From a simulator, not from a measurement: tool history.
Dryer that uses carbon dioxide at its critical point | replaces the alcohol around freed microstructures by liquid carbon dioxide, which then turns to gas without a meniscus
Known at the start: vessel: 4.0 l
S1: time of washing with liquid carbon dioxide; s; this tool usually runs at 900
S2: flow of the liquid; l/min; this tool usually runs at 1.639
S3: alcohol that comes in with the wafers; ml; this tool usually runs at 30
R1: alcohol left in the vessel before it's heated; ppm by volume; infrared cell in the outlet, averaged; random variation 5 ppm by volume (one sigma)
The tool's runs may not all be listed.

run	day	S1	S2	S3	R1
1	0	900	1.639	30	100
2	1.333	900	1.639	30	96
3	2.062	900	1.639	30	100
4	3.512	900	1.639	30	113
5	4.204	900	1.639	30	109
6	5.346	900	1.639	43	128
7	6.825	900	1.639	43	136
8	7.75	900	1.639	30	129
9	8.454	900	1.639	111	241
10	9.254	900	1.639	111	236
11	10.088	900	1.639	111	240
12	11.317	900	1.639	111	248
13	12.679	900	1.639	111	246
14	13.304	900	1.639	111	251
15	14.433	900	2.09	111	122
16	15.167	540	1.639	30	434
17	16.029	540	1.639	30	448
18	17.254	540	1.639	30	469
19	18.192	840	1.639	30	165
20	19.242	600	1.639	30	356
21	20.683	660	1.13	25	620
22	21.9	660	1.13	25	632
23	22.667	660	1.13	25	650
24	23.996	1140	2.2	47	122
25	25.383	600	1.639	39	459
26	26.542	900	2.42	27	110
27	27.329	900	2.42	27	125
28	28.833	900	2.42	27	127
29	30.162	540	2.08	88	626
30	31.017	540	2.08	88	614
31	32.442	1380	1.639	30	132
32	33.096	840	1.17	31	464
33	33.888	600	2.71	101	230
34	34.75	600	2.71	101	231
35	35.704	600	2.71	101	186
36	36.546	780	1.67	95	347
37	37.721	780	1.67	95	354
38	38.729	780	1.67	95	362
39	39.896	780	1.67	95	367
40	40.767	900	2.22	30	157

Taken out of this log: 1 entry between the listed runs. Where each belongs, and how the hidden state differs across it:
Logged between run 34 and run 35: inlet filter changed (day 35.45)
  flow that reaches the vessel past the clogged filter, %: 90.3 -> 99.8; alcohol in the recycled carbon dioxide, ppm: 130.7 -> 132.5
  the result without the hidden state subtracted from the measured one, R1: +172 -> +130 ppm by volume
